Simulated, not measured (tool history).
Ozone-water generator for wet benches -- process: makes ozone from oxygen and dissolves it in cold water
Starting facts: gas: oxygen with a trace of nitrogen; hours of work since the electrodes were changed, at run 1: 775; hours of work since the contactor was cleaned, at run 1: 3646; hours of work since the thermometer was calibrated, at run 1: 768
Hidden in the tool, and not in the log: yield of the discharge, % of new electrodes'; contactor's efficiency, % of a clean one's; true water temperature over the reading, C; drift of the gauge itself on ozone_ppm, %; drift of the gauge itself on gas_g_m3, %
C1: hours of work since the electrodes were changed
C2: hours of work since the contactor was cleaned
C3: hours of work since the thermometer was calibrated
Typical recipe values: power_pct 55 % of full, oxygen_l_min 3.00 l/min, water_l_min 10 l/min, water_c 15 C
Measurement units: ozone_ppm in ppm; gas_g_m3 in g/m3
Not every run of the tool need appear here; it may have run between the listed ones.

{"run": 1, "hour": 0.0, "power_pct": 55, "oxygen_l_min": 3.0, "water_l_min": 10, "water_c": 15, "C1": 775, "C2": 3646, "C3": 768, "ozone_ppm": 27.9, "gas_g_m3": 205.1}
{"run": 2, "hour": 19.7, "power_pct": 55, "oxygen_l_min": 3.0, "water_l_min": 10, "water_c": 15, "C1": 794, "C2": 3665, "C3": 787, "ozone_ppm": 27.9, "gas_g_m3": 203.3}
{"run": 3, "hour": 58.8, "power_pct": 42, "oxygen_l_min": 3.0, "water_l_min": 10, "water_c": 15, "C1": 832, "C2": 3703, "C3": 825, "ozone_ppm": 22.1, "gas_g_m3": 159.8}
{"run": 4, "hour": 76.0, "power_pct": 42, "oxygen_l_min": 3.0, "water_l_min": 10, "water_c": 15, "C1": 849, "C2": 3720, "C3": 842, "ozone_ppm": 21.9, "gas_g_m3": 158.2}
{"run": 5, "hour": 96.1, "power_pct": 42, "oxygen_l_min": 3.0, "water_l_min": 10, "water_c": 15, "C1": 869, "C2": 3739, "C3": 861, "ozone_ppm": 22.0, "gas_g_m3": 160.2}
{"run": 6, "hour": 117.8, "power_pct": 42, "oxygen_l_min": 3.0, "water_l_min": 12, "water_c": 15, "C1": 890, "C2": 3760, "C3": 882, "ozone_ppm": 19.1, "gas_g_m3": 158.8}
{"run": 7, "hour": 154.8, "power_pct": 97, "oxygen_l_min": 3.0, "water_l_min": 12, "water_c": 15, "C1": 926, "C2": 3796, "C3": 918, "ozone_ppm": 40.8, "gas_g_m3": 338.8}
{"run": 8, "hour": 196.3, "power_pct": 97, "oxygen_l_min": 3.0, "water_l_min": 6, "water_c": 15, "C1": 966, "C2": 3836, "C3": 959, "ozone_ppm": 64.9, "gas_g_m3": 343.4}
{"run": 9, "hour": 221.1, "power_pct": 97, "oxygen_l_min": 3.0, "water_l_min": 6, "water_c": 15, "C1": 990, "C2": 3860, "C3": 983, "ozone_ppm": 64.9, "gas_g_m3": 343.5}
{"run": 10, "hour": 253.6, "power_pct": 55, "oxygen_l_min": 3.0, "water_l_min": 11, "water_c": 15, "C1": 1021, "C2": 3892, "C3": 1014, "ozone_ppm": 25.9, "gas_g_m3": 204.2}
{"run": 11, "hour": 276.1, "power_pct": 55, "oxygen_l_min": 3.0, "water_l_min": 11, "water_c": 15, "C1": 1043, "C2": 3914, "C3": 1036, "ozone_ppm": 26.6, "gas_g_m3": 203.5}
{"run": 12, "hour": 298.8, "power_pct": 55, "oxygen_l_min": 3.0, "water_l_min": 11, "water_c": 15, "C1": 1065, "C2": 3936, "C3": 1058, "ozone_ppm": 26.1, "gas_g_m3": 204.3}
{"run": 13, "hour": 316.5, "power_pct": 55, "oxygen_l_min": 3.0, "water_l_min": 11, "water_c": 15, "C1": 1083, "C2": 3953, "C3": 1075, "ozone_ppm": 26.1, "gas_g_m3": 205.6}
{"run": 14, "hour": 338.9, "power_pct": 55, "oxygen_l_min": 3.0, "water_l_min": 10, "water_c": 15, "C1": 1104, "C2": 3975, "C3": 1097, "ozone_ppm": 28.1, "gas_g_m3": 204.3}
{"run": 15, "hour": 357.5, "power_pct": 55, "oxygen_l_min": 3.0, "water_l_min": 10, "water_c": 15, "C1": 1122, "C2": 3993, "C3": 1115, "ozone_ppm": 28.0, "gas_g_m3": 208.5}
{"run": 16, "hour": 377.8, "power_pct": 55, "oxygen_l_min": 3.0, "water_l_min": 10, "water_c": 15, "C1": 1142, "C2": 4013, "C3": 1135, "ozone_ppm": 28.1, "gas_g_m3": 204.4}
{"run": 17, "hour": 417.1, "power_pct": 55, "oxygen_l_min": 3.0, "water_l_min": 10, "water_c": 15, "C1": 1180, "C2": 4051, "C3": 1173, "ozone_ppm": 28.0, "gas_g_m3": 204.9}
{"run": 18, "hour": 453.0, "power_pct": 55, "oxygen_l_min": 3.0, "water_l_min": 10, "water_c": 15, "C1": 1215, "C2": 4086, "C3": 1208, "ozone_ppm": 28.2, "gas_g_m3": 205.0}
{"run": 19, "hour": 481.7, "power_pct": 55, "oxygen_l_min": 3.0, "water_l_min": 10, "water_c": 15, "C1": 1243, "C2": 4114, "C3": 1236, "ozone_ppm": 27.9, "gas_g_m3": 206.4}
{"run": 20, "hour": 502.9, "power_pct": 55, "oxygen_l_min": 1.74, "water_l_min": 15, "water_c": 8, "C1": 1264, "C2": 4134, "C3": 1256, "ozone_ppm": 18.7, "gas_g_m3": 265.1}
{"run": 21, "hour": 523.7, "power_pct": 55, "oxygen_l_min": 1.74, "water_l_min": 14, "water_c": 8, "C1": 1284, "C2": 4154, "C3": 1277, "ozone_ppm": 20.3, "gas_g_m3": 262.2}
{"run": 22, "hour": 544.6, "power_pct": 55, "oxygen_l_min": 4.55, "water_l_min": 8, "water_c": 15, "C1": 1304, "C2": 4175, "C3": 1297, "ozone_ppm": 33.0, "gas_g_m3": 170.2}
{"run": 23, "hour": 586.7, "power_pct": 55, "oxygen_l_min": 3.0, "water_l_min": 10, "water_c": 21, "C1": 1345, "C2": 4216, "C3": 1338, "ozone_ppm": 25.5, "gas_g_m3": 206.7}
{"run": 24, "hour": 618.2, "power_pct": 83, "oxygen_l_min": 3.0, "water_l_min": 9, "water_c": 15, "C1": 1376, "C2": 4246, "C3": 1368, "ozone_ppm": 44.5, "gas_g_m3": 297.9}
{"run": 25, "hour": 645.9, "power_pct": 55, "oxygen_l_min": 1.8, "water_l_min": 9, "water_c": 15, "C1": 1402, "C2": 4273, "C3": 1395, "ozone_ppm": 28.4, "gas_g_m3": 260.3}
{"run": 26, "hour": 688.5, "power_pct": 65, "oxygen_l_min": 3.09, "water_l_min": 8, "water_c": 15, "C1": 1444, "C2": 4314, "C3": 1437, "ozone_ppm": 38.5, "gas_g_m3": 238.7}
{"run": 27, "hour": 716.4, "power_pct": 65, "oxygen_l_min": 3.09, "water_l_min": 8, "water_c": 15, "C1": 1471, "C2": 4341, "C3": 1464, "ozone_ppm": 38.6, "gas_g_m3": 239.7}
{"run": 28, "hour": 744.7, "power_pct": 75, "oxygen_l_min": 3.34, "water_l_min": 8, "water_c": 21, "C1": 1498, "C2": 4369, "C3": 1491, "ozone_ppm": 39.1, "gas_g_m3": 260.9}
{"run": 29, "hour": 780.3, "power_pct": 75, "oxygen_l_min": 3.34, "water_l_min": 8, "water_c": 21, "C1": 1533, "C2": 4404, "C3": 1526, "ozone_ppm": 39.4, "gas_g_m3": 257.5}
{"run": 30, "hour": 822.6, "power_pct": 75, "oxygen_l_min": 3.34, "water_l_min": 8, "water_c": 21, "C1": 1574, "C2": 4445, "C3": 1567, "ozone_ppm": 39.0, "gas_g_m3": 261.6}
{"run": 31, "hour": 847.9, "power_pct": 75, "oxygen_l_min": 3.34, "water_l_min": 8, "water_c": 21, "C1": 1599, "C2": 4469, "C3": 1591, "ozone_ppm": 39.0, "gas_g_m3": 262.1}
{"run": 32, "hour": 879.7, "power_pct": 42, "oxygen_l_min": 4.62, "water_l_min": 6, "water_c": 16, "C1": 1630, "C2": 4500, "C3": 1622, "ozone_ppm": 28.3, "gas_g_m3": 133.6}

Each row is a separate what-if for the run after 32, all from the same tool condition, not one after another. Results?
{"run": "A", "hour": 915.8, "power_pct": 54, "oxygen_l_min": 3.0, "water_l_min": 10, "water_c": 9, "C1": 1665, "C2": 4535, "C3": 1657, "ozone_ppm": "?", "gas_g_m3": "?"}
{"run": "B", "hour": 915.8, "power_pct": 55, "oxygen_l_min": 3.0, "water_l_min": 12, "water_c": 15, "C1": 1665, "C2": 4535, "C3": 1657, "ozone_ppm": "?", "gas_g_m3": "?"}
{"run": "C", "hour": 915.8, "power_pct": 48, "oxygen_l_min": 4.62, "water_l_min": 11, "water_c": 7, "C1": 1665, "C2": 4535, "C3": 1657, "ozone_ppm": "?", "gas_g_m3": "?"}

run=A ozone_ppm=30.3 gas_g_m3=202.3
run=B ozone_ppm=24.3 gas_g_m3=208.9
run=C ozone_ppm=27.1 gas_g_m3=149.5
The same runs, with their run-to-run variation unchanged, on a tool lacking any hidden condition would have given:
run=A ozone_ppm=30.4 gas_g_m3=198.0
run=B ozone_ppm=24.4 gas_g_m3=204.5
run=C ozone_ppm=27.1 gas_g_m3=146.3

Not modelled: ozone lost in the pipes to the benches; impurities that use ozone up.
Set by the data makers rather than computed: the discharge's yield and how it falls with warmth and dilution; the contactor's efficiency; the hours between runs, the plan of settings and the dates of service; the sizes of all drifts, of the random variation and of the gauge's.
